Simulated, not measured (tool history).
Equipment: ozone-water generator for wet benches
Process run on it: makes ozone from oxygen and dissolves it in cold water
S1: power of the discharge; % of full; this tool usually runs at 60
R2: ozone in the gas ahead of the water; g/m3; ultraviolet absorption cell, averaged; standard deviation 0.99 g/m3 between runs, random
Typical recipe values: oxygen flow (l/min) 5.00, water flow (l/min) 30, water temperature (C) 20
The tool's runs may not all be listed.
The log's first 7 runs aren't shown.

{"run": 8, "hour": 597.7, "S1": 60, "oxygen flow (l/min)": 5.0, "water flow (l/min)": 40, "water temperature (C)": 20, "dissolved ozone (ppm)": 12.0, "R2": 170.7}
{"run": 9, "hour": 699.2, "S1": 60, "oxygen flow (l/min)": 5.0, "water flow (l/min)": 40, "water temperature (C)": 20, "dissolved ozone (ppm)": 11.9, "R2": 169.1}
{"run": 10, "hour": 793.5, "S1": 60, "oxygen flow (l/min)": 5.0, "water flow (l/min)": 30, "water temperature (C)": 20, "dissolved ozone (ppm)": 15.1, "R2": 167.9}
{"run": 11, "hour": 885.9, "S1": 60, "oxygen flow (l/min)": 7.2, "water flow (l/min)": 30, "water temperature (C)": 20, "dissolved ozone (ppm)": 16.1, "R2": 142.5}
{"hour": 982.8, "done": "water thermometer calibrated"}
{"run": 12, "hour": 982.8, "S1": 60, "oxygen flow (l/min)": 7.2, "water flow (l/min)": 24, "water temperature (C)": 20, "dissolved ozone (ppm)": 19.0, "R2": 141.0}
{"run": 13, "hour": 1087.6, "S1": 60, "oxygen flow (l/min)": 7.2, "water flow (l/min)": 24, "water temperature (C)": 20, "dissolved ozone (ppm)": 18.9, "R2": 143.8}
{"run": 14, "hour": 1173.7, "S1": 46, "oxygen flow (l/min)": 7.2, "water flow (l/min)": 24, "water temperature (C)": 20, "dissolved ozone (ppm)": 15.1, "R2": 113.3}
{"run": 15, "hour": 1229.1, "S1": 46, "oxygen flow (l/min)": 7.2, "water flow (l/min)": 24, "water temperature (C)": 20, "dissolved ozone (ppm)": 14.9, "R2": 114.3}
{"run": 16, "hour": 1311.9, "S1": 46, "oxygen flow (l/min)": 7.2, "water flow (l/min)": 24, "water temperature (C)": 20, "dissolved ozone (ppm)": 15.1, "R2": 112.1}
{"run": 17, "hour": 1391.8, "S1": 53, "oxygen flow (l/min)": 5.0, "water flow (l/min)": 21, "water temperature (C)": 27, "dissolved ozone (ppm)": 16.1, "R2": 150.9}
{"run": 18, "hour": 1451.1, "S1": 73, "oxygen flow (l/min)": 6.42, "water flow (l/min)": 31, "water temperature (C)": 25, "dissolved ozone (ppm)": 17.2, "R2": 175.1}
{"hour": 1547.5, "done": "electrodes of the discharge changed"}
{"run": 19, "hour": 1547.5, "S1": 94, "oxygen flow (l/min)": 5.0, "water flow (l/min)": 42, "water temperature (C)": 13, "dissolved ozone (ppm)": 17.7, "R2": 246.6}
{"run": 20, "hour": 1656.1, "S1": 94, "oxygen flow (l/min)": 5.0, "water flow (l/min)": 42, "water temperature (C)": 13, "dissolved ozone (ppm)": 17.9, "R2": 245.3}
{"hour": 1750.5, "done": "contactor cleaned"}
{"run": 21, "hour": 1750.5, "S1": 94, "oxygen flow (l/min)": 5.0, "water flow (l/min)": 42, "water temperature (C)": 13, "dissolved ozone (ppm)": 18.0, "R2": 246.1}
{"run": 22, "hour": 1814.3, "S1": 62, "oxygen flow (l/min)": 5.34, "water flow (l/min)": 42, "water temperature (C)": 13, "dissolved ozone (ppm)": 12.5, "R2": 167.3}
{"run": 23, "hour": 1925.4, "S1": 66, "oxygen flow (l/min)": 5.34, "water flow (l/min)": 44, "water temperature (C)": 25, "dissolved ozone (ppm)": 11.5, "R2": 175.7}
{"run": 24, "hour": 2008.3, "S1": 66, "oxygen flow (l/min)": 5.34, "water flow (l/min)": 44, "water temperature (C)": 25, "dissolved ozone (ppm)": 11.4, "R2": 175.7}
{"run": 25, "hour": 2110.2, "S1": 48, "oxygen flow (l/min)": 5.0, "water flow (l/min)": 30, "water temperature (C)": 20, "dissolved ozone (ppm)": 12.7, "R2": 139.2}
{"run": 26, "hour": 2158.5, "S1": 60, "oxygen flow (l/min)": 5.0, "water flow (l/min)": 45, "water temperature (C)": 18, "dissolved ozone (ppm)": 10.8, "R2": 167.6}
{"run": 27, "hour": 2249.4, "S1": 60, "oxygen flow (l/min)": 5.0, "water flow (l/min)": 45, "water temperature (C)": 18, "dissolved ozone (ppm)": 10.9, "R2": 169.0}
{"run": 28, "hour": 2317.6, "S1": 98, "oxygen flow (l/min)": 5.14, "water flow (l/min)": 22, "water temperature (C)": 20, "dissolved ozone (ppm)": 29.2, "R2": 249.4}
{"run": 29, "hour": 2388.5, "S1": 98, "oxygen flow (l/min)": 5.14, "water flow (l/min)": 22, "water temperature (C)": 20, "dissolved ozone (ppm)": 29.6, "R2": 247.3}
{"run": 30, "hour": 2477.5, "S1": 98, "oxygen flow (l/min)": 5.14, "water flow (l/min)": 22, "water temperature (C)": 20, "dissolved ozone (ppm)": 29.6, "R2": 248.3}
{"run": 31, "hour": 2552.8, "S1": 60, "oxygen flow (l/min)": 8.03, "water flow (l/min)": 29, "water temperature (C)": 18, "dissolved ozone (ppm)": 17.3, "R2": 132.7}
{"run": 32, "hour": 2608.9, "S1": 60, "oxygen flow (l/min)": 8.03, "water flow (l/min)": 29, "water temperature (C)": 18, "dissolved ozone (ppm)": 17.3, "R2": 133.9}

Alternative continuations, all from the tool just after run 32; predict every row:
{"hour": 2647.8, "done": "gauge calibrated"}
{"run": "A", "hour": 2698.2, "S1": 60, "oxygen flow (l/min)": 5.0, "water flow (l/min)": 30, "water temperature (C)": 18, "dissolved ozone (ppm)": "?", "R2": "?"}
{"hour": 2647.8, "done": "gauge calibrated"}
{"run": "B", "hour": 2698.2, "S1": 60, "oxygen flow (l/min)": 8.03, "water flow (l/min)": 29, "water temperature (C)": 25, "dissolved ozone (ppm)": "?", "R2": "?"}
{"hour": 2647.8, "done": "gauge calibrated"}
{"run": "C", "hour": 2698.2, "S1": 54, "oxygen flow (l/min)": 3.15, "water flow (l/min)": 35, "water temperature (C)": 18, "dissolved ozone (ppm)": "?", "R2": "?"}
{"hour": 2647.8, "done": "gauge calibrated"}
{"run": "D", "hour": 2698.2, "S1": 58, "oxygen flow (l/min)": 6.1, "water flow (l/min)": 23, "water temperature (C)": 20, "dissolved ozone (ppm)": "?", "R2": "?"}

run=A dissolved_ozone_(ppm)=15.6 R2=169.0
run=B dissolved_ozone_(ppm)=15.6 R2=137.1
run=C dissolved_ozone_(ppm)=11.1 R2=193.6
run=D dissolved_ozone_(ppm)=18.7 R2=152.8
Take away the tool's hidden state, keep each run's random variation, and the runs would have read:
run=A dissolved_ozone_(ppm)=15.6 R2=169.2
run=B dissolved_ozone_(ppm)=15.6 R2=137.3
run=C dissolved_ozone_(ppm)=11.1 R2=193.8
run=D dissolved_ozone_(ppm)=18.7 R2=152.9
